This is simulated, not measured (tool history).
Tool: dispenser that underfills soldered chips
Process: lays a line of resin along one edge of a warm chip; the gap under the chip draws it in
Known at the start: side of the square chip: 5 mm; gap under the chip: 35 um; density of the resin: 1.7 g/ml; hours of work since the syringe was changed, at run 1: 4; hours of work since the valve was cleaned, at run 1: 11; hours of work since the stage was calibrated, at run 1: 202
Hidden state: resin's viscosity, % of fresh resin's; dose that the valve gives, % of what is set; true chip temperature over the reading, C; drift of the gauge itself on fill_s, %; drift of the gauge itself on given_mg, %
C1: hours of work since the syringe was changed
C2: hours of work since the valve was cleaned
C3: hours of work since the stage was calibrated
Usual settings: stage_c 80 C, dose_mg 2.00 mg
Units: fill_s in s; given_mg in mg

Run 1, hour 0.0: usual settings; C1 4; C2 11; C3 202. Result: fill_s 65.4 s, given_mg 1.994 mg.
At hour 4.7: new syringe of resin.
Run 2, hour 5.8: usual settings but dose_mg 1.80 mg; C1 1; C2 16; C3 206. Result: fill_s 54.0 s, given_mg 1.793 mg.
Run 3, hour 11.4: usual settings but dose_mg 1.80 mg; C1 5; C2 20; C3 210. Result: fill_s 73.9 s, given_mg 1.794 mg.
At hour 14.2: new syringe of resin.
Run 4, hour 17.1: usual settings but stage_c 79 C; C1 2; C2 25; C3 215. Result: fill_s 61.4 s, given_mg 1.978 mg.
Run 5, hour 21.8: usual settings but stage_c 79 C; C1 6; C2 28; C3 219. Result: fill_s 78.0 s, given_mg 1.969 mg.
At hour 23.8: new syringe of resin.
Run 6, hour 25.6: usual settings but stage_c 79 C; C1 1; C2 31; C3 221. Result: fill_s 58.6 s, given_mg 1.975 mg.
Run 7, hour 29.7: usual settings but stage_c 79 C; C1 5; C2 34; C3 225. Result: fill_s 72.0 s, given_mg 1.965 mg.
At hour 33.6: new syringe of resin.
Run 8, hour 36.2: usual settings; C1 2; C2 39; C3 230. Result: fill_s 57.2 s, given_mg 1.956 mg.
Run 9, hour 42.4: usual settings; C1 7; C2 44; C3 234. Result: fill_s 78.4 s, given_mg 1.957 mg.
At hour 43.1: new syringe of resin.
Run 10, hour 49.4: usual settings; C1 5; C2 50; C3 240. Result: fill_s 69.4 s, given_mg 1.943 mg.
At hour 52.6: new syringe of resin.
Run 11, hour 52.9: usual settings but dose_mg 2.12 mg; C1 0; C2 52; C3 242. Result: fill_s 50.4 s, given_mg 2.051 mg.
Run 12, hour 59.9: usual settings but dose_mg 2.12 mg; C1 6; C2 58; C3 248. Result: fill_s 74.0 s, given_mg 2.047 mg.
At hour 62.3: new syringe of resin.
Run 13, hour 64.6: usual settings but dose_mg 2.12 mg; C1 2; C2 61; C3 252. Result: fill_s 56.6 s, given_mg 2.033 mg.
Run 14, hour 70.2: usual settings but dose_mg 2.12 mg; C1 6; C2 66; C3 256. Result: fill_s 75.5 s, given_mg 2.047 mg.
At hour 71.7: new syringe of resin.
Run 15, hour 77.1: usual settings but dose_mg 2.12 mg; C1 4; C2 71; C3 261. Result: fill_s 66.1 s, given_mg 2.021 mg.
At hour 81.2: dispensing valve cleaned and set on the balance.
At hour 82.4: new syringe of resin.
Run 16, hour 82.5: usual settings but dose_mg 2.06 mg; C1 0; C2 1; C3 265. Result: fill_s 50.1 s, given_mg 2.056 mg.
Run 17, hour 88.0: usual settings but stage_c 67 C; C1 4; C2 5; C3 269. Result: fill_s 116.8 s, given_mg 1.987 mg.
At hour 92.0: new syringe of resin.
Run 18, hour 93.5: usual settings but stage_c 76 C; C1 1; C2 9; C3 273. Result: fill_s 64.8 s, given_mg 2.000 mg.
Run 19, hour 98.3: usual settings but stage_c 69 C, dose_mg 2.43 mg; C1 5; C2 13; C3 277. Result: fill_s 107.3 s, given_mg 2.411 mg.

Run 20 comes next. What will it give?
At hour 101.6: new syringe of resin.
Run 20, hour 105.0: usual settings but stage_c 77 C, dose_mg 2.53 mg; C1 3; C2 18; C3 282. Result: fill_s ?, given_mg ?.

{"run 20": {"fill_s": 66.8, "given_mg": 2.534}}
Without the tool's hidden state the same run would have given fill_s 54.3 s, given_mg 2.552 mg.

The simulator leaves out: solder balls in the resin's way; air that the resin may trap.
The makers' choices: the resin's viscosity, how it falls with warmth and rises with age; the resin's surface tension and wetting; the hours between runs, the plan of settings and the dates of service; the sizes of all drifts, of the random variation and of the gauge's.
